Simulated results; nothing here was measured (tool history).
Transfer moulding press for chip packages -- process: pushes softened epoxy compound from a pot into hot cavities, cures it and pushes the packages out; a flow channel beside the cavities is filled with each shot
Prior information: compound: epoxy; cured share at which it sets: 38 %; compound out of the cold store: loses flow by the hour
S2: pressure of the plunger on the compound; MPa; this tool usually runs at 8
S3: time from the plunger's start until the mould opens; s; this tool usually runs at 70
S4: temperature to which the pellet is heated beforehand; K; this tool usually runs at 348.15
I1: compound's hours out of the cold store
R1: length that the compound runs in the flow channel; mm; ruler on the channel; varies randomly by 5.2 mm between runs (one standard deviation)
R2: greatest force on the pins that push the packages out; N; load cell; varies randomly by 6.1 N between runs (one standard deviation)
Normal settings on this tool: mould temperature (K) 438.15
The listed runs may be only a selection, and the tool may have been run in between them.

Run 1, hour 0: usual settings; I1 17.5. Result: R1 894 mm, R2 275 N.
Run 2, hour 27.4: usual settings but S2 6.79 MPa; I1 27.5. Result: R1 814 mm, R2 404 N.
At hour 49.1: cavities cleaned with cleaning compound and waxed.
At hour 53.2: plunger's sealing rings changed.
Run 3, hour 54: usual settings but S2 6.79 MPa; I1 13.9. Result: R1 898 mm, R2 269 N.
Run 4, hour 69.8: usual settings but S2 6.79 MPa; I1 43.3. Result: R1 865 mm, R2 353 N.
Run 5, hour 91.6: usual settings but S2 6.79 MPa; I1 18.5. Result: R1 890 mm, R2 402 N.
At hour 102.5: cavities cleaned with cleaning compound and waxed.
Run 6, hour 117.7: usual settings; I1 29.5. Result: R1 945 mm, R2 344 N.
Run 7, hour 143.2: usual settings but mould temperature (K) 435.15; I1 31.2. Result: R1 940 mm, R2 503 N.
At hour 152.7: cavities cleaned with cleaning compound and waxed.
Run 8, hour 166.2: usual settings but mould temperature (K) 435.15; I1 22.3. Result: R1 960 mm, R2 435 N.
Run 9, hour 188.2: usual settings but mould temperature (K) 435.15; I1 16.5. Result: R1 961 mm, R2 558 N.
At hour 203.7: cavities cleaned with cleaning compound and waxed.
Run 10, hour 207.3: usual settings but mould temperature (K) 435.15; I1 14.3. Result: R1 962 mm, R2 363 N.
Run 11, hour 225.6: usual settings but mould temperature (K) 435.15; I1 31.5. Result: R1 925 mm, R2 467 N.
At hour 255.1: cavities cleaned with cleaning compound and waxed.
Run 12, hour 255.1: usual settings; I1 32.6. Result: R1 900 mm, R2 252 N.
Run 13, hour 282.9: usual settings; I1 40. Result: R1 876 mm, R2 389 N.
At hour 307.2: cavities cleaned with cleaning compound and waxed.
Run 14, hour 309.6: usual settings; I1 18.8. Result: R1 920 mm, R2 273 N.
Run 15, hour 338.8: usual settings but mould temperature (K) 439.15, S2 7.25 MPa, S3 101 s, S4 339.15 K; I1 23.5. Result: R1 850 mm, R2 259 N.
At hour 357.5: cavities cleaned with cleaning compound and waxed.
Run 16, hour 362.7: usual settings but mould temperature (K) 433.15, S2 8.68 MPa, S3 90 s, S4 352.15 K; I1 14.1. Result: R1 974 mm, R2 254 N.
Run 17, hour 390.8: usual settings but S3 88 s, S4 350.15 K; I1 34.9. Result: R1 865 mm, R2 282 N.
At hour 408.9: cavities cleaned with cleaning compound and waxed.
Run 18, hour 417.3: usual settings but S3 88 s, S4 350.15 K; I1 40.3. Result: R1 853 mm, R2 220 N.
At hour 421.7: plunger's sealing rings changed.
Run 19, hour 435.4: usual settings but mould temperature (K) 445.15, S2 9.23 MPa, S3 88 s, S4 350.15 K; I1 21.9. Result: R1 1007 mm, R2 256 N.
Run 20, hour 457: usual settings but mould temperature (K) 436.15, S2 8.24 MPa, S3 88 s, S4 350.15 K; I1 23.9. Result: R1 991 mm, R2 345 N.
At hour 462.5: cavities cleaned with cleaning compound and waxed.
Run 21, hour 471.8: usual settings but mould temperature (K) 431.15, S2 9.54 MPa, S3 78 s, S4 354.15 K; I1 23.3. Result: R1 1083 mm, R2 445 N.
Run 22, hour 492.3: usual settings but mould temperature (K) 440.15, S2 8.38 MPa; I1 12.9. Result: R1 995 mm, R2 357 N.
Run 23, hour 504.4: usual settings but mould temperature (K) 442.15, S2 8.38 MPa; I1 37.2. Result: R1 933 mm, R2 329 N.
At hour 514.8: cavities cleaned with cleaning compound and waxed.
Run 24, hour 522: usual settings but mould temperature (K) 442.15, S2 8.38 MPa; I1 47.4. Result: R1 911 mm, R2 245 N.
Run 25, hour 544.5: usual settings but mould temperature (K) 432.15, S2 8.2 MPa; I1 46.2. Result: R1 936 mm, R2 643 N.
At hour 565.7: cavities cleaned with cleaning compound and waxed.
Run 26, hour 567.6: usual settings but mould temperature (K) 432.15, S2 8.2 MPa; I1 19.3. Result: R1 985 mm, R2 479 N.
Run 27, hour 586.8: usual settings but mould temperature (K) 432.15, S2 8.2 MPa; I1 25.4. Result: R1 960 mm, R2 671 N.

Alternative continuations, all from the tool just after run 27; predict every row:
Run A, hour 600.2: usual settings but mould temperature (K) 445.15, S2 8.7 MPa, S3 58 s; I1 9.1. Result: R1 ?, R2 ?.
Run B, hour 600.2: usual settings but S3 69 s; I1 17.6. Result: R1 ?, R2 ?.
Run C, hour 600.2: usual settings but mould temperature (K) 436.15, S2 8.27 MPa, S3 53 s; I1 31. Result: R1 ?, R2 ?.
Run D, hour 600.2: usual settings but mould temperature (K) 432.15, S2 8.1 MPa; I1 31.9. Result: R1 ?, R2 ?.
Run E, hour 600.2: usual settings but mould temperature (K) 432.15, S2 8.2 MPa, S4 355.15 K; I1 24.1. Result: R1 ?, R2 ?.

run   R1   R2
  A  958  422
  B  937  462
  C  939  982
  D  938  725
  E  974  707
Take away the tool's hidden state, keep each run's random variation, and the runs would have read:
run    R1   R2
  A  1000  230
  B   977  251
  C   979  546
  D   978  396
  E  1015  384
